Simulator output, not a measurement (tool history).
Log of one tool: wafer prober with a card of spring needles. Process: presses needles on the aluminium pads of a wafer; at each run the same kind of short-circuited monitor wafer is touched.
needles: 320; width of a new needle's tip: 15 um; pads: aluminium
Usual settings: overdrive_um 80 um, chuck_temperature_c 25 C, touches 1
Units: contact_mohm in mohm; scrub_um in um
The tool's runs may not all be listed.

run,day,overdrive_um,chuck_temperature_c,touches,contact_mohm,scrub_um
1,0.000,80,25,1,157,9.665
# day 0.279: tips cleaned on abrasive film
2,0.412,82,25,1,153,9.896
# day 0.717: tips cleaned on abrasive film
3,0.717,82,25,1,118,9.881
# day 1.154: tips cleaned on abrasive film
4,1.183,74,25,1,132,8.911
# day 1.242: height of the first contact set anew
5,1.546,74,25,1,181,8.983
# day 1.588: tips cleaned on abrasive film
6,1.788,74,25,1,167,8.984
# day 2.008: tips cleaned on abrasive film
7,2.283,74,25,1,176,8.959
# day 2.450: tips cleaned on abrasive film
8,2.500,74,25,1,140,8.955
9,2.783,88,25,1,164,10.652
# day 2.871: tips cleaned on abrasive film
10,3.104,88,25,1,155,10.639
# day 3.317: tips cleaned on abrasive film
11,3.317,88,25,1,122,10.649
12,3.571,88,25,1,160,10.637
# day 3.742: tips cleaned on abrasive film
13,3.912,80,52,2,147,9.671
14,4.138,80,25,1,181,9.676
# day 4.183: tips cleaned on abrasive film
15,4.488,78,25,1,172,9.395
# day 4.629: tips cleaned on abrasive film
16,4.812,78,25,1,157,9.410
# day 5.050: tips cleaned on abrasive film
17,5.308,78,25,1,174,9.394

The next listed run, before its measurement:
# day 5.467: tips cleaned on abrasive film
# day 5.629: height of the first contact set anew
18,5.767,78,25,1,?,?

contact_mohm: 171 mohm
scrub_um: 9.467 um
Without the tool's hidden state the same run would have given contact_mohm 117 mohm, scrub_um 9.467 um.
